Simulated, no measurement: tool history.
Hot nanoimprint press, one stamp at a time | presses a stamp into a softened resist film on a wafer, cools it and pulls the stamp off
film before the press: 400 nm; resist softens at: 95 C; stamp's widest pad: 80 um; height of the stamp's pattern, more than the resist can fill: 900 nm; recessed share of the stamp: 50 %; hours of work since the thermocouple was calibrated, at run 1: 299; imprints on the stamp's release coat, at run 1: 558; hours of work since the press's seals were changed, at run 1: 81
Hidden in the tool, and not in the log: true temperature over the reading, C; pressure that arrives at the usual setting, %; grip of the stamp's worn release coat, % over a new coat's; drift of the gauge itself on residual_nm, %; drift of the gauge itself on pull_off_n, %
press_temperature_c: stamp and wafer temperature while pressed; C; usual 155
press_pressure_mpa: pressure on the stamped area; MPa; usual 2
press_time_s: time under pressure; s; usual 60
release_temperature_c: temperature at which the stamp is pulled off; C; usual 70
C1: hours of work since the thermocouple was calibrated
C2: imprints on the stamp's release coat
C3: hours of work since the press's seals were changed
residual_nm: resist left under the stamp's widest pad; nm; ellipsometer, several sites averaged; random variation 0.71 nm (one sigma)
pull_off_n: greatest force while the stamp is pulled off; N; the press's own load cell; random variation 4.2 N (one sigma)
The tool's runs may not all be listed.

{"run": 1, "hour": 0.0, "press_temperature_c": 155, "press_pressure_mpa": 2, "press_time_s": 60, "release_temperature_c": 70, "C1": 299, "C2": 558, "C3": 81, "residual_nm": 163.1, "pull_off_n": 256}
{"run": 2, "hour": 6.3, "press_temperature_c": 155, "press_pressure_mpa": 2, "press_time_s": 56, "release_temperature_c": 70, "C1": 302, "C2": 573, "C3": 84, "residual_nm": 167.6, "pull_off_n": 259}
{"run": 3, "hour": 12.8, "press_temperature_c": 155, "press_pressure_mpa": 2, "press_time_s": 56, "release_temperature_c": 70, "C1": 306, "C2": 589, "C3": 88, "residual_nm": 166.9, "pull_off_n": 257}
{"run": 4, "hour": 19.4, "press_temperature_c": 167, "press_pressure_mpa": 2, "press_time_s": 60, "release_temperature_c": 70, "C1": 310, "C2": 605, "C3": 91, "residual_nm": 105.6, "pull_off_n": 255}
{"run": 5, "hour": 25.8, "press_temperature_c": 147, "press_pressure_mpa": 2, "press_time_s": 60, "release_temperature_c": 70, "C1": 313, "C2": 620, "C3": 95, "residual_nm": 222.5, "pull_off_n": 262}
{"run": 6, "hour": 33.3, "press_temperature_c": 163, "press_pressure_mpa": 2, "press_time_s": 60, "release_temperature_c": 70, "C1": 317, "C2": 638, "C3": 99, "residual_nm": 121, "pull_off_n": 267}
{"run": 7, "hour": 40.6, "press_temperature_c": 163, "press_pressure_mpa": 2, "press_time_s": 60, "release_temperature_c": 70, "C1": 321, "C2": 656, "C3": 103, "residual_nm": 121.5, "pull_off_n": 271}
{"run": 8, "hour": 46.5, "press_temperature_c": 163, "press_pressure_mpa": 2, "press_time_s": 60, "release_temperature_c": 70, "C1": 324, "C2": 671, "C3": 106, "residual_nm": 122.1, "pull_off_n": 270}
{"run": 9, "hour": 56.2, "press_temperature_c": 155, "press_pressure_mpa": 2, "press_time_s": 60, "release_temperature_c": 70, "C1": 330, "C2": 694, "C3": 111, "residual_nm": 164, "pull_off_n": 269}
{"run": 10, "hour": 66.1, "press_temperature_c": 155, "press_pressure_mpa": 2, "press_time_s": 60, "release_temperature_c": 70, "C1": 335, "C2": 718, "C3": 117, "residual_nm": 164.6, "pull_off_n": 277}
{"run": 11, "hour": 72.5, "press_temperature_c": 155, "press_pressure_mpa": 2, "press_time_s": 60, "release_temperature_c": 70, "C1": 339, "C2": 733, "C3": 120, "residual_nm": 164.5, "pull_off_n": 277}
{"run": 12, "hour": 81.8, "press_temperature_c": 155, "press_pressure_mpa": 2, "press_time_s": 60, "release_temperature_c": 70, "C1": 344, "C2": 756, "C3": 125, "residual_nm": 164.8, "pull_off_n": 287}
{"run": 13, "hour": 91.7, "press_temperature_c": 155, "press_pressure_mpa": 2, "press_time_s": 60, "release_temperature_c": 70, "C1": 349, "C2": 780, "C3": 131, "residual_nm": 164.6, "pull_off_n": 284}
{"run": 14, "hour": 96.1, "press_temperature_c": 155, "press_pressure_mpa": 2.67, "press_time_s": 60, "release_temperature_c": 70, "C1": 352, "C2": 791, "C3": 133, "residual_nm": 141.6, "pull_off_n": 281}
{"hour": 99.7, "done": "plate thermocouple calibrated"}
{"run": 15, "hour": 105.9, "press_temperature_c": 155, "press_pressure_mpa": 1.54, "press_time_s": 60, "release_temperature_c": 70, "C1": 3, "C2": 807, "C3": 137, "residual_nm": 189.1, "pull_off_n": 285}
{"run": 16, "hour": 113.1, "press_temperature_c": 155, "press_pressure_mpa": 2, "press_time_s": 48, "release_temperature_c": 61, "C1": 7, "C2": 824, "C3": 141, "residual_nm": 182.2, "pull_off_n": 342}
{"run": 17, "hour": 122.8, "press_temperature_c": 155, "press_pressure_mpa": 2, "press_time_s": 48, "release_temperature_c": 61, "C1": 13, "C2": 848, "C3": 146, "residual_nm": 182.7, "pull_off_n": 341}
{"hour": 126.6, "done": "plate thermocouple calibrated, once more"}
{"run": 18, "hour": 132.8, "press_temperature_c": 155, "press_pressure_mpa": 2, "press_time_s": 48, "release_temperature_c": 61, "C1": 3, "C2": 865, "C3": 150, "residual_nm": 171.5, "pull_off_n": 325}
{"run": 19, "hour": 140.0, "press_temperature_c": 155, "press_pressure_mpa": 1.36, "press_time_s": 48, "release_temperature_c": 61, "C1": 7, "C2": 882, "C3": 154, "residual_nm": 205.8, "pull_off_n": 321}
{"run": 20, "hour": 147.8, "press_temperature_c": 155, "press_pressure_mpa": 1.36, "press_time_s": 48, "release_temperature_c": 61, "C1": 12, "C2": 901, "C3": 158, "residual_nm": 205.4, "pull_off_n": 339}
{"run": 21, "hour": 153.7, "press_temperature_c": 155, "press_pressure_mpa": 1.36, "press_time_s": 48, "release_temperature_c": 61, "C1": 15, "C2": 915, "C3": 161, "residual_nm": 205.5, "pull_off_n": 328}
{"run": 22, "hour": 163.9, "press_temperature_c": 155, "press_pressure_mpa": 1.36, "press_time_s": 48, "release_temperature_c": 61, "C1": 20, "C2": 940, "C3": 167, "residual_nm": 204.2, "pull_off_n": 346}
{"run": 23, "hour": 168.1, "press_temperature_c": 155, "press_pressure_mpa": 2, "press_time_s": 60, "release_temperature_c": 74, "C1": 23, "C2": 950, "C3": 169, "residual_nm": 158.1, "pull_off_n": 271}
{"run": 24, "hour": 177.9, "press_temperature_c": 155, "press_pressure_mpa": 2.08, "press_time_s": 105, "release_temperature_c": 74, "C1": 28, "C2": 974, "C3": 174, "residual_nm": 124.8, "pull_off_n": 270}
{"run": 25, "hour": 187.9, "press_temperature_c": 155, "press_pressure_mpa": 2.08, "press_time_s": 105, "release_temperature_c": 74, "C1": 33, "C2": 998, "C3": 180, "residual_nm": 125.2, "pull_off_n": 288}
{"run": 26, "hour": 192.1, "press_temperature_c": 161, "press_pressure_mpa": 2, "press_time_s": 60, "release_temperature_c": 70, "C1": 36, "C2": 1008, "C3": 182, "residual_nm": 127.3, "pull_off_n": 305}
{"run": 27, "hour": 198.6, "press_temperature_c": 166, "press_pressure_mpa": 2.52, "press_time_s": 51, "release_temperature_c": 69, "C1": 39, "C2": 1024, "C3": 186, "residual_nm": 100.7, "pull_off_n": 299}
{"run": 28, "hour": 205.5, "press_temperature_c": 164, "press_pressure_mpa": 2.52, "press_time_s": 31, "release_temperature_c": 67, "C1": 43, "C2": 1041, "C3": 190, "residual_nm": 131.5, "pull_off_n": 308}
{"run": 29, "hour": 214.7, "press_temperature_c": 164, "press_pressure_mpa": 2.52, "press_time_s": 31, "release_temperature_c": 67, "C1": 48, "C2": 1063, "C3": 195, "residual_nm": 132.7, "pull_off_n": 333}

Forecast each of these 4 alternatives for the next run:
{"run": "A", "hour": 223.5, "press_temperature_c": 155, "press_pressure_mpa": 2.84, "press_time_s": 60, "release_temperature_c": 70, "C1": 53, "C2": 1084, "C3": 199, "residual_nm": "?", "pull_off_n": "?"}
{"run": "B", "hour": 223.5, "press_temperature_c": 157, "press_pressure_mpa": 2, "press_time_s": 60, "release_temperature_c": 71, "C1": 53, "C2": 1084, "C3": 199, "residual_nm": "?", "pull_off_n": "?"}
{"run": "C", "hour": 223.5, "press_temperature_c": 155, "press_pressure_mpa": 2, "press_time_s": 39, "release_temperature_c": 70, "C1": 53, "C2": 1084, "C3": 199, "residual_nm": "?", "pull_off_n": "?"}
{"run": "D", "hour": 223.5, "press_temperature_c": 164, "press_pressure_mpa": 1.84, "press_time_s": 31, "release_temperature_c": 67, "C1": 53, "C2": 1084, "C3": 199, "residual_nm": "?", "pull_off_n": "?"}

run=A residual_nm=133.1 pull_off_n=310
run=B residual_nm=147.3 pull_off_n=296
run=C residual_nm=186.3 pull_off_n=306
run=D residual_nm=154.6 pull_off_n=324
Without the tool's hidden state the same runs would have given:
run=A residual_nm=129.9 pull_off_n=205
run=B residual_nm=144.5 pull_off_n=196
run=C residual_nm=183 pull_off_n=202
run=D residual_nm=152 pull_off_n=214
